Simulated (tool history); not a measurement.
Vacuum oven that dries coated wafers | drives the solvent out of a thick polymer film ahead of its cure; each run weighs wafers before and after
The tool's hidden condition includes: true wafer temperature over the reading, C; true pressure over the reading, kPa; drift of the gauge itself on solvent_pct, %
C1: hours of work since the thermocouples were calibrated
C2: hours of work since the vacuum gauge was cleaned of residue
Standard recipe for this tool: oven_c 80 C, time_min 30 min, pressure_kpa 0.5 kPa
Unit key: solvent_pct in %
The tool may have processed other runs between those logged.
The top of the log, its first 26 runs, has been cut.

{"run": 27, "hour": 1995.7, "oven_c": 80, "time_min": 41, "pressure_kpa": 0.5, "C1": 778, "C2": 1839, "solvent_pct": 0.51}
{"run": 28, "hour": 2062.3, "oven_c": 71, "time_min": 25, "pressure_kpa": 0.5, "C1": 830, "C2": 1890, "solvent_pct": 2.37}
{"run": 29, "hour": 2112.8, "oven_c": 71, "time_min": 25, "pressure_kpa": 0.5, "C1": 869, "C2": 1929, "solvent_pct": 2.35}
{"run": 30, "hour": 2162.4, "oven_c": 71, "time_min": 25, "pressure_kpa": 0.5, "C1": 907, "C2": 1967, "solvent_pct": 2.31}
{"run": 31, "hour": 2260.7, "oven_c": 71, "time_min": 25, "pressure_kpa": 0.5, "C1": 983, "C2": 2043, "solvent_pct": 2.31}
{"hour": 2339.3, "done": "oven's thermocouples calibrated"}
{"run": 32, "hour": 2347.4, "oven_c": 71, "time_min": 24, "pressure_kpa": 1.646, "C1": 6, "C2": 2108, "solvent_pct": 3.31}
{"run": 33, "hour": 2391.9, "oven_c": 80, "time_min": 28, "pressure_kpa": 0.5, "C1": 41, "C2": 2143, "solvent_pct": 0.97}
{"run": 34, "hour": 2458.0, "oven_c": 94, "time_min": 17, "pressure_kpa": 0.532, "C1": 92, "C2": 2194, "solvent_pct": 0.64}
{"run": 35, "hour": 2551.3, "oven_c": 95, "time_min": 16, "pressure_kpa": 0.459, "C1": 164, "C2": 2266, "solvent_pct": 0.65}
{"run": 36, "hour": 2639.0, "oven_c": 91, "time_min": 18, "pressure_kpa": 1.616, "C1": 231, "C2": 2333, "solvent_pct": 1.08}
{"run": 37, "hour": 2706.0, "oven_c": 80, "time_min": 17, "pressure_kpa": 0.307, "C1": 283, "C2": 2385, "solvent_pct": 2.09}
{"run": 38, "hour": 2750.8, "oven_c": 80, "time_min": 17, "pressure_kpa": 0.307, "C1": 317, "C2": 2420, "solvent_pct": 2.04}
{"run": 39, "hour": 2829.8, "oven_c": 80, "time_min": 17, "pressure_kpa": 0.307, "C1": 378, "C2": 2480, "solvent_pct": 2.08}

Alternative continuations, all from the tool just after run 39; predict every row:
{"run": "A", "hour": 2917.0, "oven_c": 67, "time_min": 51, "pressure_kpa": 1.379, "C1": 446, "C2": 2548, "solvent_pct": "?"}
{"run": "B", "hour": 2917.0, "oven_c": 82, "time_min": 48, "pressure_kpa": 1.781, "C1": 446, "C2": 2548, "solvent_pct": "?"}
{"run": "C", "hour": 2917.0, "oven_c": 72, "time_min": 19, "pressure_kpa": 0.307, "C1": 446, "C2": 2548, "solvent_pct": "?"}
{"run": "D", "hour": 2917.0, "oven_c": 73, "time_min": 49, "pressure_kpa": 0.366, "C1": 446, "C2": 2548, "solvent_pct": "?"}
{"run": "E", "hour": 2917.0, "oven_c": 80, "time_min": 23, "pressure_kpa": 0.307, "C1": 446, "C2": 2548, "solvent_pct": "?"}

run=A solvent_pct=2.03
run=B solvent_pct=1.03
run=C solvent_pct=3.09
run=D solvent_pct=0.74
run=E solvent_pct=1.21
Stripped of hidden state, with their random variation kept, the same runs would have yielded:
run=A solvent_pct=1.71
run=B solvent_pct=0.83
run=C solvent_pct=2.98
run=D solvent_pct=0.45
run=E solvent_pct=1.07

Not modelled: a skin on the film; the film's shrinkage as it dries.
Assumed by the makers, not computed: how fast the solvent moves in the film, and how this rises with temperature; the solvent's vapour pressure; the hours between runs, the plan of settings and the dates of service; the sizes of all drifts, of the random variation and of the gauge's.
